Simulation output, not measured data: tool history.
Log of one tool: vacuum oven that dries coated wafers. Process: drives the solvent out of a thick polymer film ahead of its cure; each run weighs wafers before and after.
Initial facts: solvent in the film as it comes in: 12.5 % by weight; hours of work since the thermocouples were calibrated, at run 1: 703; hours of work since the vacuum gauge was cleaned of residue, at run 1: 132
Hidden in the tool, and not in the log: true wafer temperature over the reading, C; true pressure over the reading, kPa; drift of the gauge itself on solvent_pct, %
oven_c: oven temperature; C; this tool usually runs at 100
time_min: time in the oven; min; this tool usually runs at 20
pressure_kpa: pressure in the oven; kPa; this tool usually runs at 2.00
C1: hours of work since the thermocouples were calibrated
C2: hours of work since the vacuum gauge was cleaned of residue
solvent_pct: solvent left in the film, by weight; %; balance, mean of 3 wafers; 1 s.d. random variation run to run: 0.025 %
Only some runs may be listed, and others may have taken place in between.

run 1 hour=0.0 | oven_c=100 time_min=20 pressure_kpa=2.00 | C1=703 C2=132 | solvent_pct=2.73
run 2 hour=9.0 | oven_c=100 time_min=20 pressure_kpa=2.00 | C1=710 C2=139 | solvent_pct=2.73
run 3 hour=17.7 | oven_c=100 time_min=20 pressure_kpa=2.00 | C1=717 C2=146 | solvent_pct=2.68
run 4 hour=25.8 | oven_c=100 time_min=27 pressure_kpa=2.00 | C1=723 C2=152 | solvent_pct=1.92
run 5 hour=31.6 | oven_c=100 time_min=14 pressure_kpa=2.00 | C1=727 C2=156 | solvent_pct=3.87
run 6 hour=42.7 | oven_c=100 time_min=14 pressure_kpa=2.00 | C1=735 C2=164 | solvent_pct=3.93
run 7 hour=47.6 | oven_c=100 time_min=20 pressure_kpa=2.00 | C1=739 C2=168 | solvent_pct=2.72
run 8 hour=56.5 | oven_c=100 time_min=20 pressure_kpa=2.00 | C1=746 C2=175 | solvent_pct=2.71
run 9 hour=64.2 | oven_c=100 time_min=32 pressure_kpa=2.00 | C1=752 C2=181 | solvent_pct=1.64
run 10 hour=74.4 | oven_c=90 time_min=20 pressure_kpa=2.00 | C1=759 C2=188 | solvent_pct=4.92
run 11 hour=84.3 | oven_c=100 time_min=20 pressure_kpa=2.00 | C1=767 C2=196 | solvent_pct=2.75
run 12 hour=91.5 | oven_c=100 time_min=20 pressure_kpa=2.00 | C1=772 C2=201 | solvent_pct=2.73
run 13 hour=101.1 | oven_c=110 time_min=20 pressure_kpa=2.00 | C1=779 C2=208 | solvent_pct=1.25
run 14 hour=108.4 | oven_c=110 time_min=20 pressure_kpa=2.00 | C1=785 C2=214 | solvent_pct=1.18
run 15 hour=119.6 | oven_c=100 time_min=20 pressure_kpa=2.00 | C1=793 C2=222 | solvent_pct=2.71
run 16 hour=126.4 | oven_c=100 time_min=20 pressure_kpa=2.00 | C1=798 C2=227 | solvent_pct=2.70
run 17 hour=138.1 | oven_c=100 time_min=12 pressure_kpa=2.00 | C1=807 C2=236 | solvent_pct=4.36
run 18 hour=148.1 | oven_c=100 time_min=12 pressure_kpa=2.00 | C1=815 C2=243 | solvent_pct=4.37
run 19 hour=154.3 | oven_c=100 time_min=12 pressure_kpa=2.00 | C1=819 C2=248 | solvent_pct=4.34
run 20 hour=162.4 | oven_c=100 time_min=12 pressure_kpa=2.00 | C1=825 C2=254 | solvent_pct=4.31
run 21 hour=171.7 | oven_c=100 time_min=12 pressure_kpa=2.00 | C1=832 C2=261 | solvent_pct=4.35
run 22 hour=181.5 | oven_c=100 time_min=16 pressure_kpa=2.00 | C1=840 C2=268 | solvent_pct=3.37
run 23 hour=191.3 | oven_c=100 time_min=13 pressure_kpa=2.00 | C1=847 C2=276 | solvent_pct=4.06
run 24 hour=197.8 | oven_c=103 time_min=13 pressure_kpa=4.64 | C1=852 C2=281 | solvent_pct=4.34
run 25 hour=204.9 | oven_c=109 time_min=34 pressure_kpa=6.46 | C1=857 C2=286 | solvent_pct=2.41
run 26 hour=211.0 | oven_c=111 time_min=26 pressure_kpa=2.00 | C1=862 C2=291 | solvent_pct=0.84
run 27 hour=217.8 | oven_c=105 time_min=26 pressure_kpa=1.89 | C1=867 C2=296 | solvent_pct=1.30
run 28 hour=226.5 | oven_c=102 time_min=12 pressure_kpa=6.98 | C1=873 C2=302 | solvent_pct=5.59
run 29 hour=237.2 | oven_c=102 time_min=12 pressure_kpa=6.98 | C1=881 C2=310 | solvent_pct=5.48
run 30 hour=248.9 | oven_c=94 time_min=22 pressure_kpa=2.00 | C1=890 C2=319 | solvent_pct=3.65
run 31 hour=253.8 | oven_c=88 time_min=23 pressure_kpa=1.35 | C1=894 C2=323 | solvent_pct=4.57
run 32 hour=261.3 | oven_c=100 time_min=20 pressure_kpa=3.10 | C1=899 C2=328 | solvent_pct=3.19
run 33 hour=268.9 | oven_c=114 time_min=15 pressure_kpa=7.28 | C1=905 C2=334 | solvent_pct=2.71
run 34 hour=277.8 | oven_c=97 time_min=20 pressure_kpa=4.28 | C1=912 C2=341 | solvent_pct=4.29
run 35 hour=286.5 | oven_c=106 time_min=20 pressure_kpa=2.00 | C1=918 C2=347 | solvent_pct=1.72
run 36 hour=293.8 | oven_c=91 time_min=29 pressure_kpa=2.00 | C1=924 C2=353 | solvent_pct=3.44
run 37 hour=299.2 | oven_c=91 time_min=29 pressure_kpa=2.00 | C1=928 C2=357 | solvent_pct=3.44
run 38 hour=304.3 | oven_c=100 time_min=26 pressure_kpa=1.88 | C1=932 C2=361 | solvent_pct=1.98
run 39 hour=314.4 | oven_c=100 time_min=10 pressure_kpa=5.16 | C1=939 C2=368 | solvent_pct=5.99
run 40 hour=322.3 | oven_c=100 time_min=10 pressure_kpa=1.66 | C1=945 C2=374 | solvent_pct=4.84
run 41 hour=328.2 | oven_c=88 time_min=34 pressure_kpa=2.83 | C1=950 C2=379 | solvent_pct=4.19
run 42 hour=338.2 | oven_c=113 time_min=26 pressure_kpa=1.30 | C1=957 C2=386 | solvent_pct=0.56
run 43 hour=348.4 | oven_c=113 time_min=26 pressure_kpa=1.30 | C1=965 C2=394 | solvent_pct=0.58
run 44 hour=353.6 | oven_c=113 time_min=26 pressure_kpa=1.30 | C1=969 C2=398 | solvent_pct=0.52
run 45 hour=358.6 | oven_c=113 time_min=26 pressure_kpa=1.30 | C1=972 C2=401 | solvent_pct=0.57
run 46 hour=369.0 | oven_c=113 time_min=26 pressure_kpa=1.30 | C1=980 C2=409 | solvent_pct=0.57

Alternative continuations, all from the tool just after run 46; predict every row:
run A hour=376.4 | oven_c=102 time_min=32 pressure_kpa=1.67 | C1=986 C2=415 | solvent_pct=?
run B hour=376.4 | oven_c=108 time_min=27 pressure_kpa=1.30 | C1=986 C2=415 | solvent_pct=?
run C hour=376.4 | oven_c=101 time_min=15 pressure_kpa=2.00 | C1=986 C2=415 | solvent_pct=?
run D hour=376.4 | oven_c=113 time_min=20 pressure_kpa=1.51 | C1=986 C2=415 | solvent_pct=?

run=A solvent_pct=1.28
run=B solvent_pct=0.79
run=C solvent_pct=3.36
run=D solvent_pct=0.79
Had the tool no hidden state, the same runs would have come out as:
run=A solvent_pct=1.42
run=B solvent_pct=0.87
run=C solvent_pct=3.71
run=D solvent_pct=0.88
